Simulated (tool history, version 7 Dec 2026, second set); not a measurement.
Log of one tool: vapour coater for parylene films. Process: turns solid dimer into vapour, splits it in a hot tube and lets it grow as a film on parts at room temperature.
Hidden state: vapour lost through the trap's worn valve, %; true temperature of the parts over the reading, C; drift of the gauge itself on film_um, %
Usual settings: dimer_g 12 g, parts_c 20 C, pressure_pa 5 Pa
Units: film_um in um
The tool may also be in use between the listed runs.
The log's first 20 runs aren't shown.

run	hour	dimer_g	parts_c	pressure_pa	hours of work since the trap's valve was overhauled	hours of work since the table's thermometer was calibrated	film_um
21	433.2	17	17	2.05	491	619	5.69
22	449.2	17	17	2.05	502	630	5.7
23	475.4	21	20	3.41	519	647	6.24
24	503.5	10	23	3.41	537	665	2.76
25	525.1	10	23	3.98	551	679	2.75
26	541.2	10	19	3.98	562	690	2.9
27	569.6	12	23	2.36	580	708	3.55
28	592.1	10	25	4.39	595	723	2.55
29	611.3	10	25	4.39	607	736	2.54
30	639	10	25	4.39	625	754	2.58
# hour 663.3: trap's valve overhauled
31	672.4	10	25	4.39	6	773	2.93
32	689.3	5	28	4.39	17	784	1.4
33	707.6	17	23	5	29	796	5.05
34	731.5	11	20	8.2	45	812	3.31
35	760	19	32	2.63	63	830	5.22

5 ways to go on from here, each from the tool as it stands after run 35. What would each give?
A	781.1	13	24	2.63	77	844	?
B	781.1	14	20	4.22	77	844	?
C	781.1	7	26	3.98	77	844	?
D	781.1	12	32	2.19	77	844	?
E	781.1	18	20	5	77	844	?

run	film_um
A	4.02
B	4.42
C	2
D	3.28
E	5.54
Without the tool's hidden state the same runs would have given:
run	film_um
A	4.08
B	4.49
C	2.03
D	3.33
E	5.63

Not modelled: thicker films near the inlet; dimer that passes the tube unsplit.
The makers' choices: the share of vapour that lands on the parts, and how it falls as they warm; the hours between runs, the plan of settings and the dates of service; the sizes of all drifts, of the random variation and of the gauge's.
